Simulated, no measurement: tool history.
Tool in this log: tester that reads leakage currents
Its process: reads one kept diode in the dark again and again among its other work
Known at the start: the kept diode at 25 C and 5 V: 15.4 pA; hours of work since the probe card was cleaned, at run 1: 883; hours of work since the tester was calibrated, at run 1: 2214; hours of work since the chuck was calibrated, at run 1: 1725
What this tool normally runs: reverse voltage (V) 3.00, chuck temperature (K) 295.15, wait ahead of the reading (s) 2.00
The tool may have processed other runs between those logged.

| run | hour | reverse voltage (V) | chuck temperature (K) | wait ahead of the reading (s) | hours of work since the probe card was cleaned | hours of work since the tester was calibrated | hours of work since the chuck was calibrated | current that the tester gives (pA) |
|---|---|---|---|---|---|---|---|---|
| 1 | 0.0 | 3.00 | 295.15 | 2.00 | 883 | 2214 | 1725 | 9.85 |
|  | 20.7 | chuck's temperature calibrated |
| 2 | 134.6 | 3.00 | 295.15 | 2.00 | 966 | 2296 | 71 | 9.97 |
| 3 | 217.0 | 3.00 | 295.15 | 2.00 | 1017 | 2348 | 122 | 9.77 |
| 4 | 389.0 | 3.00 | 295.15 | 2.00 | 1124 | 2455 | 229 | 9.91 |
| 5 | 521.5 | 1.15 | 295.15 | 2.00 | 1207 | 2537 | 312 | 5.89 |
| 6 | 721.1 | 3.00 | 295.15 | 2.00 | 1331 | 2662 | 436 | 9.91 |
| 7 | 848.1 | 3.00 | 295.15 | 2.00 | 1410 | 2741 | 515 | 9.80 |
| 8 | 948.3 | 3.00 | 295.15 | 2.00 | 1473 | 2803 | 578 | 9.95 |
| 9 | 1064.8 | 3.00 | 295.15 | 2.00 | 1545 | 2876 | 650 | 9.90 |
| 10 | 1241.2 | 3.00 | 295.15 | 2.00 | 1655 | 2986 | 760 | 9.88 |

Run 11 has not been measured yet. What should we expect?
| 11 | 1354.4 | 16.70 | 296.15 | 1.71 | 1726 | 3056 | 831 | ? |

{"run 11": {"current that the tester gives (pA)": 27.91}}
Take away the tool's hidden state, keep the run-to-run variation as it was, and the same run would have given current that the tester gives (pA) 27.87.
